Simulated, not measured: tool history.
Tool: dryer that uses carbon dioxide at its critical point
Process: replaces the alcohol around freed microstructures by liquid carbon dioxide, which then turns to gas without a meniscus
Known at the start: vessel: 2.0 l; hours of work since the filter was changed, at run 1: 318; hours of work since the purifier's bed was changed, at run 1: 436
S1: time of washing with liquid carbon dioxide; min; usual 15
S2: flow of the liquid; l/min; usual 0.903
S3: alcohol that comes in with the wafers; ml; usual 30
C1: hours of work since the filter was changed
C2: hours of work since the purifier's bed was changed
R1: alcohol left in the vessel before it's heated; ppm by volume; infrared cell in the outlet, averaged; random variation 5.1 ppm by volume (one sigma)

run 1 day=0.000 | S1=15 S2=0.903 S3=30 | C1=318 C2=436 | R1=149
run 2 day=0.488 | S1=15 S2=0.903 S3=30 | C1=327 C2=444 | R1=147
run 3 day=0.867 | S1=15 S2=0.903 S3=30 | C1=333 C2=450 | R1=148
run 4 day=1.183 | S1=15 S2=0.903 S3=30 | C1=338 C2=456 | R1=156
run 5 day=1.633 | S1=10 S2=0.903 S3=30 | C1=346 C2=463 | R1=648
run 6 day=2.288 | S1=10 S2=0.903 S3=30 | C1=357 C2=475 | R1=656
run 7 day=2.612 | S1=12 S2=0.903 S3=30 | C1=363 C2=480 | R1=365
run 8 day=3.167 | S1=15 S2=0.903 S3=30 | C1=372 C2=490 | R1=159
run 9 day=3.479 | S1=15 S2=0.903 S3=30 | C1=378 C2=495 | R1=161
run 10 day=4.033 | S1=15 S2=0.903 S3=30 | C1=387 C2=504 | R1=165
run 11 day=4.617 | S1=15 S2=0.903 S3=30 | C1=397 C2=514 | R1=165
run 12 day=5.154 | S1=15 S2=0.903 S3=30 | C1=406 C2=524 | R1=165
run 13 day=5.638 | S1=15 S2=0.704 S3=30 | C1=415 C2=532 | R1=413
run 14 day=5.996 | S1=15 S2=0.903 S3=30 | C1=421 C2=538 | R1=171
run 15 day=6.421 | S1=15 S2=0.903 S3=30 | C1=428 C2=545 | R1=182
run 16 day=6.750 | S1=15 S2=0.903 S3=30 | C1=434 C2=551 | R1=182
run 17 day=7.296 | S1=15 S2=0.903 S3=66 | C1=443 C2=560 | R1=363
-- day=7.675 inlet filter changed
run 18 day=7.996 | S1=15 S2=0.903 S3=66 | C1=6 C2=571 | R1=183
run 19 day=8.417 | S1=15 S2=0.663 S3=66 | C1=13 C2=579 | R1=623
run 20 day=8.829 | S1=15 S2=0.903 S3=26 | C1=20 C2=586 | R1=89
run 21 day=9.362 | S1=15 S2=0.903 S3=26 | C1=29 C2=595 | R1=89
run 22 day=9.983 | S1=15 S2=0.903 S3=26 | C1=39 C2=605 | R1=94
run 23 day=10.546 | S1=19 S2=0.870 S3=26 | C1=49 C2=615 | R1=53
run 24 day=11.208 | S1=9 S2=1.088 S3=26 | C1=60 C2=626 | R1=337
run 25 day=11.675 | S1=10 S2=0.970 S3=50 | C1=68 C2=634 | R1=613
run 26 day=12.254 | S1=17 S2=0.903 S3=33 | C1=78 C2=644 | R1=77
run 27 day=12.671 | S1=17 S2=0.580 S3=33 | C1=85 C2=651 | R1=380
run 28 day=13.104 | S1=11 S2=1.054 S3=99 | C1=93 C2=659 | R1=590
run 29 day=13.567 | S1=23 S2=0.574 S3=30 | C1=101 C2=666 | R1=122
run 30 day=14.000 | S1=10 S2=0.593 S3=34 | C1=108 C2=674 | R1=1670
run 31 day=14.508 | S1=10 S2=0.593 S3=34 | C1=117 C2=683 | R1=1715
run 32 day=15.146 | S1=14 S2=1.163 S3=27 | C1=128 C2=693 | R1=61
run 33 day=15.662 | S1=14 S2=1.163 S3=27 | C1=136 C2=702 | R1=65
run 34 day=16.279 | S1=21 S2=1.364 S3=21 | C1=147 C2=713 | R1=38
run 35 day=16.562 | S1=21 S2=1.364 S3=21 | C1=152 C2=718 | R1=42
run 36 day=17.088 | S1=22 S2=0.759 S3=30 | C1=161 C2=727 | R1=73
run 37 day=17.671 | S1=22 S2=0.759 S3=30 | C1=171 C2=737 | R1=71
run 38 day=18.192 | S1=22 S2=0.759 S3=30 | C1=180 C2=745 | R1=73
run 39 day=18.762 | S1=16 S2=0.759 S3=58 | C1=189 C2=755 | R1=360
run 40 day=19.138 | S1=20 S2=1.346 S3=28 | C1=196 C2=762 | R1=38
run 41 day=19.800 | S1=11 S2=1.147 S3=88 | C1=207 C2=773 | R1=460
run 42 day=20.242 | S1=24 S2=0.855 S3=61 | C1=215 C2=780 | R1=58
run 43 day=20.692 | S1=15 S2=0.903 S3=43 | C1=222 C2=788 | R1=189
run 44 day=20.967 | S1=14 S2=0.903 S3=71 | C1=227 C2=793 | R1=380

Hidden state at the last listed run before each entry between runs and at the first one after, where it differs:
Between runs 17 and 18: inlet filter changed (day 7.675)
  flow that reaches the vessel past the clogged filter, %: 84.7 -> 99.6; alcohol in the recycled carbon dioxide, ppm: 31.5 -> 32
  measured less the result without the state, R1: +211 -> +31 ppm by volume
